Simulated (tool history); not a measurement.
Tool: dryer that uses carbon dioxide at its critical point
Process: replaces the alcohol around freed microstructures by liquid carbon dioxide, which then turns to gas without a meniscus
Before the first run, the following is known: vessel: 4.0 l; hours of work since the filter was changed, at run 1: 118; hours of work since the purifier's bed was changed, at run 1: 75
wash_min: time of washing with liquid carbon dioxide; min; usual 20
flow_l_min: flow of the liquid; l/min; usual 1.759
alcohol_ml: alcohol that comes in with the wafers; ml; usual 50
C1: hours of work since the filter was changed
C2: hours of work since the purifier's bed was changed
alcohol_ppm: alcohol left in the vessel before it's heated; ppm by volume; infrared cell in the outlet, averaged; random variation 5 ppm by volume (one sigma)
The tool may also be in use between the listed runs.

Run 1, day 0.000: usual settings; C1 118; C2 75. Result: alcohol_ppm 30 ppm by volume.
Run 2, day 0.367: usual settings; C1 121; C2 78. Result: alcohol_ppm 14 ppm by volume.
Run 3, day 0.996: usual settings; C1 126; C2 83. Result: alcohol_ppm 33 ppm by volume.
Run 4, day 1.529: usual settings but wash_min 27 min; C1 130; C2 88. Result: alcohol_ppm 26 ppm by volume.
Run 5, day 1.912: usual settings but wash_min 27 min; C1 133; C2 91. Result: alcohol_ppm 29 ppm by volume.
Run 6, day 2.425: usual settings but wash_min 18 min; C1 137; C2 95. Result: alcohol_ppm 37 ppm by volume.
Run 7, day 3.121: usual settings but flow_l_min 2.370 l/min; C1 143; C2 101. Result: alcohol_ppm 31 ppm by volume.
Run 8, day 3.821: usual settings but flow_l_min 2.370 l/min; C1 149; C2 107. Result: alcohol_ppm 27 ppm by volume.
Run 9, day 4.254: usual settings but flow_l_min 2.370 l/min; C1 152; C2 110. Result: alcohol_ppm 33 ppm by volume.
Run 10, day 4.833: usual settings but flow_l_min 2.370 l/min; C1 157; C2 115. Result: alcohol_ppm 22 ppm by volume.
Run 11, day 5.496: usual settings but flow_l_min 2.370 l/min; C1 163; C2 120. Result: alcohol_ppm 31 ppm by volume.
Run 12, day 5.962: usual settings; C1 166; C2 124. Result: alcohol_ppm 34 ppm by volume.
Run 13, day 6.479: usual settings; C1 171; C2 128. Result: alcohol_ppm 39 ppm by volume.
Run 14, day 7.217: usual settings; C1 177; C2 134. Result: alcohol_ppm 42 ppm by volume.
Run 15, day 7.788: usual settings; C1 181; C2 139. Result: alcohol_ppm 41 ppm by volume.
Run 16, day 8.542: usual settings; C1 187; C2 145. Result: alcohol_ppm 40 ppm by volume.
Run 17, day 9.058: usual settings; C1 192; C2 149. Result: alcohol_ppm 38 ppm by volume.
Run 18, day 9.817: usual settings; C1 198; C2 155. Result: alcohol_ppm 37 ppm by volume.
Run 19, day 10.592: usual settings; C1 204; C2 162. Result: alcohol_ppm 46 ppm by volume.
Run 20, day 11.367: usual settings; C1 210; C2 168. Result: alcohol_ppm 41 ppm by volume.
Run 21, day 11.971: usual settings; C1 215; C2 173. Result: alcohol_ppm 47 ppm by volume.
Run 22, day 12.338: usual settings; C1 218; C2 176. Result: alcohol_ppm 41 ppm by volume.
Run 23, day 12.742: usual settings but flow_l_min 2.130 l/min; C1 222; C2 179. Result: alcohol_ppm 27 ppm by volume.
Run 24, day 13.167: usual settings but flow_l_min 2.130 l/min; C1 225; C2 183. Result: alcohol_ppm 40 ppm by volume.
Run 25, day 13.525: usual settings but wash_min 14 min, flow_l_min 2.920 l/min, alcohol_ml 119 ml; C1 228; C2 186. Result: alcohol_ppm 40 ppm by volume.
Run 26, day 14.183: usual settings but wash_min 27 min, alcohol_ml 63 ml; C1 233; C2 191. Result: alcohol_ppm 50 ppm by volume.
Run 27, day 14.729: usual settings but wash_min 27 min, flow_l_min 1.440 l/min, alcohol_ml 70 ml; C1 238; C2 196. Result: alcohol_ppm 43 ppm by volume.
Run 28, day 15.400: usual settings but wash_min 27 min, flow_l_min 1.440 l/min, alcohol_ml 70 ml; C1 243; C2 201. Result: alcohol_ppm 49 ppm by volume.
Run 29, day 16.000: usual settings but wash_min 13 min, flow_l_min 2.490 l/min, alcohol_ml 70 ml; C1 248; C2 206. Result: alcohol_ppm 67 ppm by volume.
Run 30, day 16.379: usual settings but wash_min 26 min, flow_l_min 1.980 l/min, alcohol_ml 41 ml; C1 251; C2 209. Result: alcohol_ppm 36 ppm by volume.
Run 31, day 16.758: usual settings but wash_min 23 min, flow_l_min 1.590 l/min, alcohol_ml 58 ml; C1 254; C2 212. Result: alcohol_ppm 44 ppm by volume.
Run 32, day 17.125: usual settings but wash_min 17 min, flow_l_min 1.110 l/min, alcohol_ml 25 ml; C1 257; C2 215. Result: alcohol_ppm 197 ppm by volume.
Run 33, day 17.775: usual settings but wash_min 24 min, flow_l_min 1.970 l/min, alcohol_ml 84 ml; C1 263; C2 220. Result: alcohol_ppm 42 ppm by volume.
Run 34, day 18.408: usual settings but wash_min 24 min, flow_l_min 1.970 l/min, alcohol_ml 84 ml; C1 268; C2 226. Result: alcohol_ppm 43 ppm by volume.
Run 35, day 18.804: usual settings but wash_min 16 min, flow_l_min 1.970 l/min, alcohol_ml 58 ml; C1 271; C2 229. Result: alcohol_ppm 70 ppm by volume.
Run 36, day 19.362: usual settings but wash_min 16 min, flow_l_min 1.970 l/min, alcohol_ml 35 ml; C1 276; C2 233. Result: alcohol_ppm 60 ppm by volume.
Run 37, day 20.117: usual settings but wash_min 16 min, flow_l_min 1.280 l/min, alcohol_ml 112 ml; C1 282; C2 240. Result: alcohol_ppm 569 ppm by volume.
Run 38, day 20.571: usual settings but wash_min 16 min, flow_l_min 1.280 l/min, alcohol_ml 112 ml; C1 286; C2 243. Result: alcohol_ppm 572 ppm by volume.
Run 39, day 20.946: usual settings but wash_min 17 min, flow_l_min 1.790 l/min, alcohol_ml 55 ml; C1 289; C2 246. Result: alcohol_ppm 81 ppm by volume.
Run 40, day 21.354: usual settings but flow_l_min 1.380 l/min, alcohol_ml 60 ml; C1 292; C2 250. Result: alcohol_ppm 116 ppm by volume.
Run 41, day 22.004: usual settings but wash_min 19 min, flow_l_min 1.090 l/min, alcohol_ml 28 ml; C1 297; C2 255. Result: alcohol_ppm 171 ppm by volume.
Run 42, day 22.329: usual settings but wash_min 18 min, flow_l_min 1.630 l/min, alcohol_ml 75 ml; C1 300; C2 258. Result: alcohol_ppm 105 ppm by volume.
Run 43, day 23.058: usual settings but wash_min 18 min, flow_l_min 1.510 l/min, alcohol_ml 105 ml; C1 306; C2 264. Result: alcohol_ppm 186 ppm by volume.
Run 44, day 23.483: usual settings but wash_min 24 min, flow_l_min 1.660 l/min, alcohol_ml 119 ml; C1 309; C2 267. Result: alcohol_ppm 71 ppm by volume.
Run 45, day 23.833: usual settings but wash_min 24 min, flow_l_min 1.860 l/min, alcohol_ml 110 ml; C1 312; C2 270. Result: alcohol_ppm 51 ppm by volume.
Run 46, day 24.262: usual settings but wash_min 13 min; C1 316; C2 273. Result: alcohol_ppm 193 ppm by volume.
Run 47, day 24.758: usual settings but wash_min 21 min, flow_l_min 2.540 l/min, alcohol_ml 40 ml; C1 320; C2 277. Result: alcohol_ppm 39 ppm by volume.

Pick out some run-to-run changes in alcohol_ppm. Of each, how much would a tool without hidden state show as well, from the settings, what came in and chance, and how much is left for the hidden state and any gauge scatter not in both results compared?
Unlogged tool condition in this case: flow that reaches the vessel past the clogged filter, %; alcohol in the recycled carbon dioxide, ppm; drift of the gauge itself on alcohol_ppm, %.
Run 32 -> 33: wash_min 17 -> 24, flow_l_min 1.110 -> 1.970, alcohol_ml 25 -> 84. alcohol_ppm -155 ppm by volume: hidden state -39, all else -116.
Run 36 -> 37: flow_l_min 1.970 -> 1.280, alcohol_ml 35 -> 112. alcohol_ppm +509 ppm by volume: hidden state +143, all else +366.
Run 38 -> 39: wash_min 16 -> 17, flow_l_min 1.280 -> 1.790, alcohol_ml 112 -> 55. alcohol_ppm -491 ppm by volume: hidden state -138, all else -353.
Run 46 -> 47: wash_min 13 -> 21, flow_l_min 1.759 -> 2.540, alcohol_ml 50 -> 40. alcohol_ppm -154 ppm by volume: hidden state -54, all else -100.
